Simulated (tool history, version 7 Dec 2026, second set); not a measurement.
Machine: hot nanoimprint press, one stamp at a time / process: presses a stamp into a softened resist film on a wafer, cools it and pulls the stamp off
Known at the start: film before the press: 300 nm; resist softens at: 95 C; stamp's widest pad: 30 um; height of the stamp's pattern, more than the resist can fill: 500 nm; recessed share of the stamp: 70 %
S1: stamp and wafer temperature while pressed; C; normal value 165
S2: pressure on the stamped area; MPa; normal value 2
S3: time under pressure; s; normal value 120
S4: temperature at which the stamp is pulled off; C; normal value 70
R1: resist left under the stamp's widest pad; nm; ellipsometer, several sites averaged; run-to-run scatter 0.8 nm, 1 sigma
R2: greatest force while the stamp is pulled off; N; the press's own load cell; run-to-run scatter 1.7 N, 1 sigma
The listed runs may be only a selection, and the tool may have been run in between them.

run	hour	S1	S2	S3	S4	R1	R2
1	0	165	2	120	70	162.9	184
2	12	165	2	120	70	164.3	187
3	31.1	165	2	120	70	163.9	184
4	49.7	165	2	120	70	164.2	189
5	63	165	2	120	70	165.8	189
6	81.1	165	2	120	70	164.1	192
7	98.4	165	2	120	70	165.2	197
8	118.5	165	2	196	70	142.4	192
9	134.8	165	2	196	70	141	193
10	150.8	165	2	196	70	141.2	198
11	171.3	165	2.96	120	70	137.5	200
# hour 181.2: plate thermocouple calibrated
12	184	165	2.96	120	77	124.2	157
13	201.2	165	2	120	70	151.4	190
14	215	165	2	120	70	151.2	193
15	235.5	165	2	120	70	152.4	191
16	249.1	165	2.74	120	70	131.3	192
17	267.3	172	1.4	61	69	173.1	202
18	277.9	172	1.4	61	69	172.8	202
# hour 298.4: stamp cleaned and given a new release coat
19	303.4	164	3.03	95	70	140.8	172
20	323.4	164	1.49	95	67	194.9	188
21	342.9	160	1.39	222	70	179.5	174
22	356.1	155	2.4	120	67	205	185
23	373.7	165	2	120	76	153.9	153
24	390.9	165	2	120	76	156.1	156
25	412.5	165	2.33	88	70	160.2	183
26	426	162	1.23	74	75	233.6	161
27	440.8	161	2.36	120	74	170.2	164
28	457.3	158	1.56	120	61	216.9	223
29	467.7	167	2.22	186	72	117.2	174

Subtracting, for every run, the result it would have given without the tool's unlogged condition from the measured result gives the following. The same run-to-run variation enters both numbers; the gauge's scatter may not:
The tool's hidden condition here consists of: true temperature over the reading, C; pressure that arrives at the usual setting, %; grip of the stamp's worn release coat, % over a new coat's; drift of the gauge itself on residual_nm, %; drift of the gauge itself on pull_off_n, %.
run	R1	R2
1	+12	+13
2	+12.3	+15
3	+12.7	+16
4	+13.1	+18
5	+13.4	+19
6	+13.6	+20
7	+14	+21
8	+13.3	+22
9	+13.5	+24
10	+13.8	+26
11	+14.4	+28
12	-0.2	+14
13	-0.4	+18
14	-0.2	+19
15	+0.2	+21
16	+0.9	+22
17	+0.6	+24
18	+0.8	+25
19	+2	+1
20	+1.6	+2
21	+2.1	+4
22	+3.1	+4
23	+2.9	+5
24	+3.2	+6
25	+4	+9
26	+3.1	+9
27	+4.8	+10
28	+4.3	+15
29	+4.1	+12

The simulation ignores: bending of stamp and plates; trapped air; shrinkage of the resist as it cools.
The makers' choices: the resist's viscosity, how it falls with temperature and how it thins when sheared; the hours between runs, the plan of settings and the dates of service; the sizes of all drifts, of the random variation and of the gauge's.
